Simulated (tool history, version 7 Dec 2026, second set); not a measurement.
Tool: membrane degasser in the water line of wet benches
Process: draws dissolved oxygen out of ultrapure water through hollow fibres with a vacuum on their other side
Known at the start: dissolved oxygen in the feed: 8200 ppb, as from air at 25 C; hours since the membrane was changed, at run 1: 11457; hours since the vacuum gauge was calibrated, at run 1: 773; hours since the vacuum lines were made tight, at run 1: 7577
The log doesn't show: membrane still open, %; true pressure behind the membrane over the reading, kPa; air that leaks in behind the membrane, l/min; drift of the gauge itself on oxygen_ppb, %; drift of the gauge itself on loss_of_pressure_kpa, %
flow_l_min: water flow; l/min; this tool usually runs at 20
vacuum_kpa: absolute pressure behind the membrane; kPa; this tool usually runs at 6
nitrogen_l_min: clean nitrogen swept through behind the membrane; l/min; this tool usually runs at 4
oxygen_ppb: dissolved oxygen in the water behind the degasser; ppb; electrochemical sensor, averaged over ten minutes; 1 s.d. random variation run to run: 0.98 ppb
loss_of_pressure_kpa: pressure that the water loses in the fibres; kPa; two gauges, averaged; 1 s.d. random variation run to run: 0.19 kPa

run,day,flow_l_min,vacuum_kpa,nitrogen_l_min,hours since the membrane was changed,hours since the vacuum gauge was calibrated,hours since the vacuum lines were made tight,oxygen_ppb,loss_of_pressure_kpa
1,0,20,6,4,11457,773,7577,113.4,41.63
2,5.654,20,6,4,11592,909,7713,112.9,41.75
3,14.138,20,6,1.84,11796,1112,7917,154.6,41.9
4,21.446,20,6,1.84,11971,1288,8092,153.6,41.87
5,28.638,20,5.62,1.84,12144,1460,8265,144.2,41.68
6,34.904,20,6,4,12294,1611,8415,116.6,41.63
# day 38.429: seals of the vacuum lines changed
7,40.675,20,6,4,12431,1747,54,114,41.73
8,51.592,20,6,4,12693,2009,316,115.4,42.14
9,58.75,20,6,3.31,12865,2181,488,123,41.84
10,67.321,20,6,3.31,13070,2387,693,127.4,41.99
11,74.225,20,6,3.31,13236,2553,859,123.8,41.98
12,81.796,20,6,2.65,13418,2734,1041,134.9,41.93
13,92.7,20,6,2.65,13679,2996,1303,136.2,42.03
14,102.371,20,6,2.65,13911,3228,1535,136.5,42.2
15,111.025,28,10.47,3.35,14119,3436,1742,327.7,58.87
16,123.258,28,5.13,3.35,14413,3729,2036,225,59.23
17,128.771,28,5.13,3.35,14545,3862,2168,227.2,59.49
18,141.075,28,5.13,3.35,14840,4157,2463,227.2,58.93
19,148.567,19,4.44,5.98,15020,4337,2643,87.5,40.2
20,154.129,20,5.78,4,15154,4470,2777,117.7,42.71
21,165.342,17,3.7,4,15423,4739,3046,62,36.44

Branching from run 21: 3 alternative next runs. What would each branch give?
A,176.633,28,6,2.68,15694,5010,3317,?,?
B,176.633,17,14.18,2.37,15694,5010,3317,?,?
C,176.633,24,10.72,4.84,15694,5010,3317,?,?

run,oxygen_ppb,loss_of_pressure_kpa
A,265.3,59.82
B,245.6,36.17
C,231.4,51.02
With no hidden state in the tool, these same runs would have given:
run,oxygen_ppb,loss_of_pressure_kpa
A,209.7,55.46
B,221.1,33.54
C,189.8,47.3
